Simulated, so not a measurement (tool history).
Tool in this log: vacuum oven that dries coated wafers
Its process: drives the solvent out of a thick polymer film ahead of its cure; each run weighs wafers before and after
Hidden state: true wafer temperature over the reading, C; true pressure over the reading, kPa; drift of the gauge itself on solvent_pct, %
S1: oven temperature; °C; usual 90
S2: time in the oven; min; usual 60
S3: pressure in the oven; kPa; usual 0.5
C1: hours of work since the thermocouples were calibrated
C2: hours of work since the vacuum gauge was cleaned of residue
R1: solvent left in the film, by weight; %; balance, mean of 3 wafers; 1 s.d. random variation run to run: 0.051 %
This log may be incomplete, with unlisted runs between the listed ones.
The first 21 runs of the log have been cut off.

run 22 hour=781.4 | S1=90 S2=99 S3=0.5 | C1=271 C2=1309 | R1=0.57
run 23 hour=828.4 | S1=90 S2=99 S3=0.5 | C1=297 C2=1335 | R1=0.64
run 24 hour=866.6 | S1=91 S2=65 S3=0.534 | C1=318 C2=1356 | R1=0.98
run 25 hour=904.1 | S1=91 S2=65 S3=0.534 | C1=339 C2=1377 | R1=0.91
run 26 hour=933.2 | S1=91 S2=65 S3=0.534 | C1=355 C2=1393 | R1=0.93
run 27 hour=973.5 | S1=91 S2=65 S3=0.534 | C1=378 C2=1416 | R1=1.01
run 28 hour=1027.7 | S1=88 S2=105 S3=0.334 | C1=408 C2=1446 | R1=0.72
run 29 hour=1059.8 | S1=88 S2=34 S3=0.576 | C1=426 C2=1464 | R1=3.36
run 30 hour=1099.8 | S1=87 S2=37 S3=0.769 | C1=448 C2=1486 | R1=3.44
run 31 hour=1134.8 | S1=92 S2=46 S3=0.5 | C1=468 C2=1506 | R1=1.44
run 32 hour=1183.3 | S1=92 S2=46 S3=0.5 | C1=495 C2=1533 | R1=1.38
run 33 hour=1212.3 | S1=88 S2=60 S3=0.5 | C1=511 C2=1549 | R1=1.71
run 34 hour=1265 | S1=83 S2=99 S3=0.343 | C1=540 C2=1578 | R1=1.44
run 35 hour=1296.1 | S1=82 S2=69 S3=0.5 | C1=558 C2=1596 | R1=2.66
run 36 hour=1335.5 | S1=104 S2=70 S3=1.005 | C1=580 C2=1618 | R1=0.51
run 37 hour=1387.4 | S1=104 S2=70 S3=1.005 | C1=609 C2=1647 | R1=0.53
run 38 hour=1423.4 | S1=75 S2=49 S3=1.351 | C1=629 C2=1667 | R1=6.52
run 39 hour=1448.4 | S1=90 S2=50 S3=0.5 | C1=643 C2=1681 | R1=1.73
run 40 hour=1490.8 | S1=100 S2=50 S3=0.5 | C1=666 C2=1704 | R1=0.51
run 41 hour=1520.7 | S1=78 S2=33 S3=1.052 | C1=683 C2=1721 | R1=6.66
run 42 hour=1544.4 | S1=100 S2=67 S3=1.163 | C1=696 C2=1734 | R1=0.7
run 43 hour=1580.8 | S1=77 S2=83 S3=0.872 | C1=716 C2=1754 | R1=3.82
run 44 hour=1634.7 | S1=81 S2=44 S3=1.195 | C1=746 C2=1784 | R1=5.03
run 45 hour=1690.8 | S1=90 S2=107 S3=0.329 | C1=778 C2=1816 | R1=0.63
run 46 hour=1721 | S1=90 S2=107 S3=0.329 | C1=794 C2=1832 | R1=0.75

Branching from run 46: 4 alternative next runs. What would each branch give?
run A hour=1758.7 | S1=96 S2=100 S3=0.916 | C1=815 C2=1853 | R1=?
run B hour=1758.7 | S1=83 S2=83 S3=0.408 | C1=815 C2=1853 | R1=?
run C hour=1758.7 | S1=80 S2=60 S3=0.5 | C1=815 C2=1853 | R1=?
run D hour=1758.7 | S1=83 S2=101 S3=0.82 | C1=815 C2=1853 | R1=?

run=A R1=0.67
run=B R1=1.93
run=C R1=3.78
run=D R1=1.8
What these runs would have given with no unlogged condition in the tool:
run=A R1=0.35
run=B R1=1.31
run=C R1=3.1
run=D R1=1.19
